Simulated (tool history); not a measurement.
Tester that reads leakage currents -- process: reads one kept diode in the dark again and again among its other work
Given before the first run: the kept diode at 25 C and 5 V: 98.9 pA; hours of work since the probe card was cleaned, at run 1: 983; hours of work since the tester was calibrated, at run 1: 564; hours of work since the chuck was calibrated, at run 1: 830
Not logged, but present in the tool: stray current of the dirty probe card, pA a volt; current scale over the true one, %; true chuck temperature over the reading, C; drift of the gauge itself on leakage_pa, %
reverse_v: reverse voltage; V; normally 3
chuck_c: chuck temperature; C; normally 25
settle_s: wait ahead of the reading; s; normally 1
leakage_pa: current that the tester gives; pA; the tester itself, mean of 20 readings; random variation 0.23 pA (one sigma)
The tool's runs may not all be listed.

run,hour,reverse_v,chuck_c,settle_s,hours of work since the probe card was cleaned,hours of work since the tester was calibrated,hours of work since the chuck was calibrated,leakage_pa
1,0,3,25,1,983,564,830,89.19
2,52.8,3,25,1,1008,589,856,88.93
# hour 79.8: chuck's temperature calibrated
3,100.7,3,25,1,1030,611,10,97.36
4,143.5,3,25,1,1051,631,30,97.78
5,212,3,25,1,1083,664,63,98.18
# hour 248.5: chuck's temperature calibrated, once more
6,282.9,3,25,0.92,1116,697,16,76.67
7,351.5,2.53,25,0.92,1149,729,49,69.78
8,407.6,2.53,25,0.92,1175,756,76,70.45
9,452.9,2.53,25,0.92,1197,777,97,70.54
10,530.4,3,25,1.62,1234,814,134,78.18
11,606.3,3,25,1.62,1270,850,170,78.33
12,667.1,4.77,36,0.55,1299,879,199,253.25
13,739.5,4.77,36,0.55,1333,914,233,254.07
14,812.6,4.77,36,0.55,1368,949,268,257.12
15,867,15.4,25,1.65,1394,974,294,203.88
16,901.7,15.4,25,0.93,1410,991,311,204.41
17,980.3,3,34,0.59,1448,1028,348,172.04
18,1049,1.22,51,4.63,1480,1061,381,382.56

4 options for the next run, each taken on its own from the tool as it stands now. Forecast them:
A,1087.8,1.22,51,2.32,1499,1079,399,?
B,1087.8,1.33,51,4.27,1499,1079,399,?
C,1087.8,1.22,51,1.15,1499,1079,399,?
D,1087.8,14.28,25,3.43,1499,1079,399,?

run,leakage_pa
A,386.05
B,403.72
C,384.23
D,198.43
With no hidden state in the tool, these same runs would have given:
run,leakage_pa
A,360.71
B,377.19
C,359.01
D,177.1
